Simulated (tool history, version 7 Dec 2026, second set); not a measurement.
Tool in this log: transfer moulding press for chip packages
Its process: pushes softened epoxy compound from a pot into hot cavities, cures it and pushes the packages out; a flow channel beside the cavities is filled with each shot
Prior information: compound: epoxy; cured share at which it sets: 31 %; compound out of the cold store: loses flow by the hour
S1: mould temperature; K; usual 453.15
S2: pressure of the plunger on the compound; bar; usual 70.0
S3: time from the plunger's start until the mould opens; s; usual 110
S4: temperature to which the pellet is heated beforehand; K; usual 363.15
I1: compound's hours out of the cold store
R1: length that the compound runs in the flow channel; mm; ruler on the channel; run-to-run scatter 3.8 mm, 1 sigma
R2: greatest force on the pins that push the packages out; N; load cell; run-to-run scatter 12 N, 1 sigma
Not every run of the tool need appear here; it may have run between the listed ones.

run     day      S1    S2   S3      S4    I1    R1    R2
  1   0.000  453.15  70.0  110  363.15  27.8   887   612
  2   0.938  453.15  56.5  110  363.15  31.2   772   779
      1.454  -- mould's thermocouples calibrated
  3   2.079  453.15  56.5  110  363.15  28.6   785   856
      2.650  -- cavities cleaned with cleaning compound and waxed
  4   2.833  453.15  70.0  110  363.15  32.4   850   934
  5   3.833  453.15  70.0  110  363.15  31.4   851  1028
  6   4.667  453.15  70.0  119  363.15  36.3   829   915
      5.304  -- cavities cleaned with cleaning compound and waxed
  7   5.658  453.15  69.8  110  363.15  41.0   799   668
  8   6.154  453.15  69.8  110  363.15  38.5   807   699
  9   7.183  453.15  69.8  110  363.15  38.6   803   826
      7.950  -- cavities cleaned with cleaning compound and waxed
      8.208  -- cavities cleaned with cleaning compound and waxed, once more
 10   8.229  453.15  69.8  110  363.15  46.7   757   560
      8.429  -- plunger's sealing rings changed
 11   8.888  453.15  69.8  110  363.15  29.5   892   668
 12   9.483  453.15  69.8  110  363.15  19.0   953   745
 13   9.983  453.15  70.0   92  363.15  16.6   969  1246
 14  10.750  453.15  79.7  110  363.15  26.9   967   871
     10.921  -- cavities cleaned with cleaning compound and waxed
 15  11.621  457.15  77.4   96  357.15  23.1   958   719
 16  12.225  447.15  70.0  102  363.15  37.6   872  1309
 17  13.117  452.15  70.0  127  363.15  35.9   853   733
     13.575  -- cavities cleaned with cleaning compound and waxed
 18  14.338  452.15  70.0  127  363.15  32.8   870   588
 19  15.312  452.15  70.0  127  363.15  13.7   970   736
 20  15.917  457.15  58.8  134  356.15  10.1   885   672
     16.204  -- cavities cleaned with cleaning compound and waxed
 21  16.783  448.15  70.0  132  361.15  16.7   968   693
 22  17.808  448.15  70.0  132  361.15  27.7   901   780
     18.862  -- cavities cleaned with cleaning compound and waxed
 23  18.875  456.15  70.0  105  363.15  47.6   765   531
 24  19.683  453.15  82.9  123  363.15  15.7  1012   620
 25  20.417  455.15  80.7  115  373.15  31.0   904   697
 26  21.288  455.15  80.7  115  373.15  44.2   833   747
     21.533  -- cavities cleaned with cleaning compound and waxed
 27  22.204  456.15  82.3  133  364.15  17.0   985   534

5 options for the next run, each taken on its own from the tool as it stands now. Forecast them:
  A  23.158  446.15  70.0  142  361.15  43.0   ?   ?
  B  23.158  456.15  82.3  136  355.15  28.0   ?   ?
  C  23.158  454.15  67.9  133  364.15   9.7   ?   ?
  D  23.158  459.15  82.3  144  364.15  29.4   ?   ?
  E  23.158  456.15  82.3  133  367.15  21.5   ?   ?

run   R1   R2
  A  805  801
  B  918  611
  C  933  666
  D  891  610
  E  956  634
Stripped of hidden state, with their random variation kept, the same runs would have yielded:
run    R1   R2
  A   856  554
  B   977  429
  C   993  465
  D   948  431
  E  1017  447

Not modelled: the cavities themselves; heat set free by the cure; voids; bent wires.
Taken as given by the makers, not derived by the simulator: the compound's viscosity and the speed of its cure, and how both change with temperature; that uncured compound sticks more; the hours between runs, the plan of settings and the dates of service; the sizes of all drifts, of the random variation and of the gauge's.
